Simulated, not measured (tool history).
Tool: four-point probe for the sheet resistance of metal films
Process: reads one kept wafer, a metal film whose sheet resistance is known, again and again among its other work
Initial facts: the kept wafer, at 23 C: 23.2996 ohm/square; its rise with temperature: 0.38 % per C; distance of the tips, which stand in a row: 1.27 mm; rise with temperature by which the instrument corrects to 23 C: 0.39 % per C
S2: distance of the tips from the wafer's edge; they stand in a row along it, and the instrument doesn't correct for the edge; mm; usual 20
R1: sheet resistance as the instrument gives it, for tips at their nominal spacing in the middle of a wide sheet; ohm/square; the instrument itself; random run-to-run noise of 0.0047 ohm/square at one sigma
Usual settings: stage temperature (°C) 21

{"run": 1, "day": 0.0, "stage temperature (°C)": 21, "S2": 20, "R1": 23.288937}
{"run": 2, "day": 2.912, "stage temperature (°C)": 21, "S2": 20, "R1": 23.283366}
{"run": 3, "day": 4.838, "stage temperature (°C)": 21, "S2": 16, "R1": 23.31792}
{"run": 4, "day": 7.321, "stage temperature (°C)": 21, "S2": 16, "R1": 23.309192}
{"run": 5, "day": 8.904, "stage temperature (°C)": 21, "S2": 4, "R1": 24.421123}
{"run": 6, "day": 10.683, "stage temperature (°C)": 21, "S2": 4, "R1": 24.421679}
{"run": 7, "day": 12.325, "stage temperature (°C)": 21, "S2": 20, "R1": 23.2774}
{"run": 8, "day": 13.812, "stage temperature (°C)": 21, "S2": 20, "R1": 23.265293}
{"run": 9, "day": 16.054, "stage temperature (°C)": 21, "S2": 20, "R1": 23.273788}
{"run": 10, "day": 17.754, "stage temperature (°C)": 21, "S2": 20, "R1": 23.274896}
{"run": 11, "day": 20.112, "stage temperature (°C)": 21, "S2": 20, "R1": 23.268458}
{"run": 12, "day": 22.929, "stage temperature (°C)": 21, "S2": 20, "R1": 23.262145}
{"run": 13, "day": 25.208, "stage temperature (°C)": 21, "S2": 20, "R1": 23.266507}
{"run": 14, "day": 26.517, "stage temperature (°C)": 21, "S2": 20, "R1": 23.257485}
{"run": 15, "day": 29.254, "stage temperature (°C)": 21, "S2": 20, "R1": 23.262006}
{"run": 16, "day": 31.125, "stage temperature (°C)": 21, "S2": 23, "R1": 23.238162}
{"run": 17, "day": 32.975, "stage temperature (°C)": 30, "S2": 17, "R1": 23.251632}
{"run": 18, "day": 35.617, "stage temperature (°C)": 28, "S2": 8, "R1": 23.491298}
{"run": 19, "day": 37.183, "stage temperature (°C)": 26, "S2": 4, "R1": 24.377562}
{"day": 37.354, "done": "stage's thermometer calibrated"}
{"run": 20, "day": 39.55, "stage temperature (°C)": 21, "S2": 6, "R1": 23.750873}
{"run": 21, "day": 41.733, "stage temperature (°C)": 21, "S2": 4, "R1": 24.399613}
{"run": 22, "day": 44.55, "stage temperature (°C)": 22, "S2": 17, "R1": 23.269345}
{"run": 23, "day": 45.929, "stage temperature (°C)": 22, "S2": 17, "R1": 23.258834}
{"run": 24, "day": 47.196, "stage temperature (°C)": 21, "S2": 3, "R1": 25.223821}
{"day": 49.033, "done": "stage's thermometer calibrated, once more"}
{"run": 25, "day": 49.792, "stage temperature (°C)": 32, "S2": 20, "R1": 23.191841}
{"run": 26, "day": 51.458, "stage temperature (°C)": 21, "S2": 20, "R1": 23.212875}
{"run": 27, "day": 53.808, "stage temperature (°C)": 20, "S2": 12, "R1": 23.305107}
{"run": 28, "day": 55.712, "stage temperature (°C)": 21, "S2": 8, "R1": 23.465263}
{"run": 29, "day": 58.633, "stage temperature (°C)": 21, "S2": 30, "R1": 23.173983}
{"run": 30, "day": 60.621, "stage temperature (°C)": 21, "S2": 30, "R1": 23.162087}

What if the next run were any one of these 3? Each begins from the tool's condition after run 30:
{"run": "A", "day": 61.971, "stage temperature (°C)": 26, "S2": 22, "R1": "?"}
{"run": "B", "day": 61.971, "stage temperature (°C)": 20, "S2": 29, "R1": "?"}
{"run": "C", "day": 61.971, "stage temperature (°C)": 25, "S2": 13, "R1": "?"}

run=A R1=23.177007
run=B R1=23.179983
run=C R1=23.255472
Stripped of hidden state, with their random variation kept, the same runs would have yielded:
run=A R1=23.332863
run=B R1=23.335838
run=C R1=23.411810
